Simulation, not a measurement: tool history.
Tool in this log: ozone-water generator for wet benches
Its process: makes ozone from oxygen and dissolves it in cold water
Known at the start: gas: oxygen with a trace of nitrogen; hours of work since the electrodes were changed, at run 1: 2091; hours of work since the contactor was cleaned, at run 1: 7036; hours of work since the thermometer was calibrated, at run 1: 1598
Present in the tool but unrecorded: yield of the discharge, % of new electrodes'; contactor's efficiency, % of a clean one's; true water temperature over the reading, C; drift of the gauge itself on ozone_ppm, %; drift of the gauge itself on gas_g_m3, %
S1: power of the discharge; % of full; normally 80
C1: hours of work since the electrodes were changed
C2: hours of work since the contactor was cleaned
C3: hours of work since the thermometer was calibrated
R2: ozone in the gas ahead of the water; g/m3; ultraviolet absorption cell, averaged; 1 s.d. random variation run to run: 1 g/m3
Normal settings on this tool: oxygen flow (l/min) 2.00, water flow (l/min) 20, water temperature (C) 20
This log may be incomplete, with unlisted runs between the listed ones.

Run 1, hour 0.0: usual settings; C1 2091; C2 7036; C3 1598. Result: dissolved ozone (ppm) 8.9, R2 174.6 g/m3.
Run 2, hour 58.1: usual settings but water flow (l/min) 30; C1 2146; C2 7091; C3 1653. Result: dissolved ozone (ppm) 5.6, R2 174.9 g/m3.
Run 3, hour 124.1: usual settings but water flow (l/min) 30; C1 2208; C2 7153; C3 1715. Result: dissolved ozone (ppm) 5.5, R2 176.0 g/m3.
Run 4, hour 201.3: usual settings but water flow (l/min) 30; C1 2281; C2 7226; C3 1788. Result: dissolved ozone (ppm) 5.5, R2 175.8 g/m3.
Run 5, hour 282.7: usual settings but oxygen flow (l/min) 1.14, water flow (l/min) 30; C1 2358; C2 7303; C3 1865. Result: dissolved ozone (ppm) 4.7, R2 239.6 g/m3.
Run 6, hour 343.5: usual settings; C1 2416; C2 7361; C3 1923. Result: dissolved ozone (ppm) 8.8, R2 173.6 g/m3.
Run 7, hour 462.3: usual settings; C1 2529; C2 7474; C3 2036. Result: dissolved ozone (ppm) 8.7, R2 175.7 g/m3.
Run 8, hour 532.5: usual settings but S1 43 % of full; C1 2595; C2 7540; C3 2102. Result: dissolved ozone (ppm) 5.2, R2 103.7 g/m3.
Run 9, hour 580.8: usual settings but S1 43 % of full; C1 2641; C2 7586; C3 2148. Result: dissolved ozone (ppm) 5.2, R2 103.4 g/m3.
Run 10, hour 697.4: usual settings but S1 43 % of full; C1 2751; C2 7696; C3 2258. Result: dissolved ozone (ppm) 5.3, R2 103.8 g/m3.
Run 11, hour 772.4: usual settings; C1 2822; C2 7767; C3 2329. Result: dissolved ozone (ppm) 8.9, R2 172.7 g/m3.
Run 12, hour 886.1: usual settings; C1 2930; C2 7875; C3 2437. Result: dissolved ozone (ppm) 8.7, R2 174.6 g/m3.
Run 13, hour 977.7: usual settings; C1 3017; C2 7962; C3 2524. Result: dissolved ozone (ppm) 8.8, R2 174.2 g/m3.
Run 14, hour 1040.4: usual settings; C1 3076; C2 8021; C3 2583. Result: dissolved ozone (ppm) 8.9, R2 173.3 g/m3.
Run 15, hour 1145.5: usual settings but water temperature (C) 18; C1 3176; C2 8121; C3 2683. Result: dissolved ozone (ppm) 9.1, R2 175.4 g/m3.
Run 16, hour 1222.8: usual settings; C1 3249; C2 8194; C3 2756. Result: dissolved ozone (ppm) 8.9, R2 174.3 g/m3.
At hour 1243.0: water thermometer calibrated.
Run 17, hour 1337.7: usual settings; C1 3357; C2 8302; C3 90. Result: dissolved ozone (ppm) 8.8, R2 175.8 g/m3.
Run 18, hour 1439.6: usual settings but S1 55 % of full, water flow (l/min) 19; C1 3454; C2 8399; C3 186. Result: dissolved ozone (ppm) 6.8, R2 128.7 g/m3.
Run 19, hour 1503.0: usual settings but oxygen flow (l/min) 2.26, water flow (l/min) 29, water temperature (C) 17; C1 3514; C2 8459; C3 246. Result: dissolved ozone (ppm) 6.0, R2 164.0 g/m3.
Run 20, hour 1611.8: usual settings but oxygen flow (l/min) 2.26, water flow (l/min) 29, water temperature (C) 17; C1 3617; C2 8562; C3 349. Result: dissolved ozone (ppm) 6.1, R2 164.6 g/m3.
Run 21, hour 1679.4: usual settings but water flow (l/min) 15, water temperature (C) 19; C1 3681; C2 8626; C3 413. Result: dissolved ozone (ppm) 12.0, R2 175.8 g/m3.
Run 22, hour 1748.1: usual settings but oxygen flow (l/min) 2.84, water flow (l/min) 15, water temperature (C) 19; C1 3746; C2 8691; C3 478. Result: dissolved ozone (ppm) 12.3, R2 143.0 g/m3.
Run 23, hour 1824.4: usual settings but S1 92 % of full, oxygen flow (l/min) 1.92, water flow (l/min) 15, water temperature (C) 19; C1 3819; C2 8763; C3 551. Result: dissolved ozone (ppm) 13.7, R2 202.2 g/m3.
At hour 1905.6: contactor cleaned.
Run 24, hour 1920.6: usual settings but S1 92 % of full, oxygen flow (l/min) 1.92, water flow (l/min) 15, water temperature (C) 19; C1 3906; C2 14; C3 638. Result: dissolved ozone (ppm) 13.4, R2 202.7 g/m3.
Run 25, hour 1985.8: usual settings but S1 79 % of full, oxygen flow (l/min) 2.13, water flow (l/min) 23, water temperature (C) 25; C1 3968; C2 76; C3 700. Result: dissolved ozone (ppm) 7.4, R2 166.3 g/m3.
Run 26, hour 2088.0: usual settings but S1 51 % of full, oxygen flow (l/min) 3.48, water flow (l/min) 23, water temperature (C) 25; C1 4065; C2 173; C3 797. Result: dissolved ozone (ppm) 5.3, R2 86.4 g/m3.
Run 27, hour 2156.3: usual settings but S1 70 % of full, oxygen flow (l/min) 3.48, water flow (l/min) 27, water temperature (C) 15; C1 4129; C2 238; C3 861. Result: dissolved ozone (ppm) 6.3, R2 113.2 g/m3.
Run 28, hour 2238.0: usual settings but oxygen flow (l/min) 1.04, water flow (l/min) 14, water temperature (C) 21; C1 4207; C2 315; C3 939. Result: dissolved ozone (ppm) 11.5, R2 254.2 g/m3.
Run 29, hour 2343.9: usual settings but oxygen flow (l/min) 3.23, water flow (l/min) 17, water temperature (C) 16; C1 4307; C2 415; C3 1039. Result: dissolved ozone (ppm) 11.6, R2 133.6 g/m3.
Run 30, hour 2448.7: usual settings but oxygen flow (l/min) 1.09, water temperature (C) 16; C1 4406; C2 514; C3 1138. Result: dissolved ozone (ppm) 7.7, R2 249.1 g/m3.
Run 31, hour 2501.9: usual settings but S1 91 % of full, oxygen flow (l/min) 1.90, water flow (l/min) 18, water temperature (C) 14; C1 4457; C2 565; C3 1189. Result: dissolved ozone (ppm) 11.5, R2 201.2 g/m3.
Run 32, hour 2619.4: usual settings but S1 91 % of full, oxygen flow (l/min) 1.90, water flow (l/min) 18, water temperature (C) 14; C1 4568; C2 676; C3 1300. Result: dissolved ozone (ppm) 11.5, R2 202.0 g/m3.
Run 33, hour 2674.8: usual settings but S1 58 % of full, oxygen flow (l/min) 2.15, water temperature (C) 16; C1 4620; C2 729; C3 1353. Result: dissolved ozone (ppm) 7.2, R2 128.9 g/m3.

3 ways to go on from here, each from the tool as it stands after run 33. What would each give?
Run A, hour 2731.0: usual settings but S1 81 % of full, water flow (l/min) 19; C1 4674; C2 782; C3 1406. Result: dissolved ozone (ppm) ?, R2 ?.
Run B, hour 2731.0: usual settings; C1 4674; C2 782; C3 1406. Result: dissolved ozone (ppm) ?, R2 ?.
Run C, hour 2731.0: usual settings but water flow (l/min) 18, water temperature (C) 19; C1 4674; C2 782; C3 1406. Result: dissolved ozone (ppm) ?, R2 ?.

run  dissolved ozone (ppm)     R2
  A                    9.5  178.2
  B                    8.8  175.6
  C                    9.7  176.0
Stripped of hidden state, with their random variation kept, the same runs would have yielded:
run  dissolved ozone (ppm)     R2
  A                    9.5  178.3
  B                    8.8  175.8
  C                    9.7  176.2
